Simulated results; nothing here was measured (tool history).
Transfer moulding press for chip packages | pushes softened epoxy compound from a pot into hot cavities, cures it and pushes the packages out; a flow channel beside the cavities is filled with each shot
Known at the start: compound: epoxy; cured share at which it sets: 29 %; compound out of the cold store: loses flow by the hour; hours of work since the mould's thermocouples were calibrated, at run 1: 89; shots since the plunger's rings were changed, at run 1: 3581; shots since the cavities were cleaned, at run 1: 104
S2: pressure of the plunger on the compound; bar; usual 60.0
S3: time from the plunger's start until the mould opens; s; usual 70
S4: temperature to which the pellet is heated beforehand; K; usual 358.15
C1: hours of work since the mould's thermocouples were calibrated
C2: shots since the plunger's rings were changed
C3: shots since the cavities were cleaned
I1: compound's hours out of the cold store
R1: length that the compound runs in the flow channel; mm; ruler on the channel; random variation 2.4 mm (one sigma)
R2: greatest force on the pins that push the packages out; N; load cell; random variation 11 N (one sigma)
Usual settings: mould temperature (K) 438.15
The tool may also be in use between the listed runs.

run 1 day=0.000 | mould_temperature_(K)=438.15 S2=60.0 S3=70 S4=358.15 | C1=89 C2=3581 C3=104 | I1=16.4 | R1=990 R2=575
run 2 day=0.475 | mould_temperature_(K)=438.15 S2=60.0 S3=70 S4=358.15 | C1=94 C2=3714 C3=237 | I1=13.5 | R1=1006 R2=677
run 3 day=1.008 | mould_temperature_(K)=438.15 S2=60.0 S3=70 S4=358.15 | C1=100 C2=3865 C3=388 | I1=24.5 | R1=962 R2=771
run 4 day=1.442 | mould_temperature_(K)=438.15 S2=60.0 S3=70 S4=358.15 | C1=105 C2=3986 C3=509 | I1=17.3 | R1=983 R2=837
run 5 day=1.771 | mould_temperature_(K)=438.15 S2=60.0 S3=70 S4=358.15 | C1=108 C2=4079 C3=602 | I1=8.6 | R1=1017 R2=839
run 6 day=2.075 | mould_temperature_(K)=438.15 S2=60.0 S3=70 S4=358.15 | C1=111 C2=4165 C3=688 | I1=18.6 | R1=979 R2=881
-- day=2.617 cavities cleaned with cleaning compound and waxed
run 7 day=2.621 | mould_temperature_(K)=438.15 S2=60.0 S3=70 S4=358.15 | C1=116 C2=4301 C3=1 | I1=45.4 | R1=888 R2=514
run 8 day=3.117 | mould_temperature_(K)=438.15 S2=60.0 S3=79 S4=358.15 | C1=122 C2=4440 C3=140 | I1=43.0 | R1=902 R2=585
run 9 day=3.438 | mould_temperature_(K)=438.15 S2=60.0 S3=70 S4=358.15 | C1=125 C2=4531 C3=231 | I1=32.4 | R1=932 R2=676
run 10 day=3.704 | mould_temperature_(K)=436.15 S2=60.0 S3=70 S4=358.15 | C1=128 C2=4605 C3=305 | I1=8.8 | R1=1024 R2=815
run 11 day=4.067 | mould_temperature_(K)=438.15 S2=60.0 S3=70 S4=358.15 | C1=132 C2=4707 C3=407 | I1=45.7 | R1=884 R2=769
-- day=4.633 plunger's sealing rings changed
run 12 day=4.667 | mould_temperature_(K)=438.15 S2=60.0 S3=70 S4=358.15 | C1=137 C2=9 C3=547 | I1=13.5 | R1=1030 R2=833
run 13 day=4.971 | mould_temperature_(K)=438.15 S2=60.0 S3=70 S4=358.15 | C1=140 C2=95 C3=633 | I1=40.8 | R1=936 R2=860
run 14 day=5.262 | mould_temperature_(K)=438.15 S2=60.0 S3=65 S4=358.15 | C1=143 C2=177 C3=715 | I1=9.4 | R1=1051 R2=996
run 15 day=5.612 | mould_temperature_(K)=438.15 S2=68.1 S3=65 S4=358.15 | C1=147 C2=275 C3=813 | I1=18.3 | R1=1081 R2=1026
-- day=5.704 cavities cleaned with cleaning compound and waxed
run 16 day=5.892 | mould_temperature_(K)=438.15 S2=60.0 S3=70 S4=358.15 | C1=149 C2=337 C3=54 | I1=14.6 | R1=1028 R2=577
run 17 day=6.142 | mould_temperature_(K)=445.15 S2=55.3 S3=51 S4=351.15 | C1=152 C2=406 C3=123 | I1=26.1 | R1=928 R2=681
run 18 day=6.442 | mould_temperature_(K)=445.15 S2=55.3 S3=51 S4=351.15 | C1=155 C2=491 C3=208 | I1=41.1 | R1=878 R2=760
run 19 day=6.721 | mould_temperature_(K)=445.15 S2=55.3 S3=51 S4=351.15 | C1=158 C2=570 C3=287 | I1=40.5 | R1=878 R2=844
run 20 day=7.254 | mould_temperature_(K)=445.15 S2=55.3 S3=51 S4=351.15 | C1=164 C2=720 C3=437 | I1=36.7 | R1=888 R2=891
run 21 day=7.767 | mould_temperature_(K)=435.15 S2=48.9 S3=77 S4=358.15 | C1=169 C2=865 C3=582 | I1=22.5 | R1=907 R2=867
run 22 day=8.275 | mould_temperature_(K)=432.15 S2=52.0 S3=77 S4=358.15 | C1=175 C2=1007 C3=724 | I1=38.0 | R1=895 R2=1035
-- day=8.683 cavities cleaned with cleaning compound and waxed
run 23 day=8.825 | mould_temperature_(K)=444.15 S2=61.9 S3=58 S4=352.15 | C1=180 C2=1145 C3=40 | I1=42.9 | R1=922 R2=549
run 24 day=9.300 | mould_temperature_(K)=444.15 S2=61.9 S3=58 S4=352.15 | C1=185 C2=1278 C3=173 | I1=39.1 | R1=934 R2=619
run 25 day=9.646 | mould_temperature_(K)=444.15 S2=69.5 S3=58 S4=352.15 | C1=189 C2=1375 C3=270 | I1=34.9 | R1=1002 R2=664
run 26 day=9.862 | mould_temperature_(K)=438.15 S2=63.6 S3=70 S4=358.15 | C1=191 C2=1437 C3=332 | I1=28.7 | R1=995 R2=726
run 27 day=10.192 | mould_temperature_(K)=438.15 S2=60.0 S3=95 S4=363.15 | C1=195 C2=1529 C3=424 | I1=37.7 | R1=935 R2=733
run 28 day=10.429 | mould_temperature_(K)=431.15 S2=60.4 S3=70 S4=351.15 | C1=197 C2=1596 C3=491 | I1=35.3 | R1=969 R2=1150
run 29 day=10.871 | mould_temperature_(K)=431.15 S2=60.4 S3=70 S4=351.15 | C1=202 C2=1720 C3=615 | I1=10.9 | R1=1060 R2=1322
run 30 day=11.325 | mould_temperature_(K)=436.15 S2=60.0 S3=70 S4=350.15 | C1=207 C2=1849 C3=744 | I1=12.1 | R1=1034 R2=970

The same runs without the tool's hidden state, with the same run-to-run variation:
The hidden state here: true mould temperature over the reading, C; pressure that reaches the compound, % of what is set; grip of the stained cavities, % over clean ones'; drift of the gauge itself on flow_mm, %; drift of the gauge itself on push_out_n, %.
run=1 R1=1022 R2=499
run=2 R1=1039 R2=511
run=3 R1=994 R2=517
run=4 R1=1017 R2=521
run=5 R1=1053 R2=499
run=6 R1=1015 R2=503
run=7 R1=921 R2=507
run=8 R1=936 R2=475
run=9 R1=969 R2=509
run=10 R1=1064 R2=579
run=11 R1=920 R2=501
run=12 R1=1033 R2=504
run=13 R1=939 R2=500
run=14 R1=1055 R2=567
run=15 R1=1086 R2=564
run=16 R1=1034 R2=524
run=17 R1=933 R2=570
run=18 R1=883 R2=584
run=19 R1=884 R2=605
run=20 R1=895 R2=579
run=21 R1=915 R2=518
run=22 R1=904 R2=590
run=23 R1=932 R2=521
run=24 R1=945 R2=497
run=25 R1=1015 R2=488
run=26 R1=1008 R2=508
run=27 R1=948 R2=471
run=28 R1=983 R2=744
run=29 R1=1077 R2=811
run=30 R1=1051 R2=555
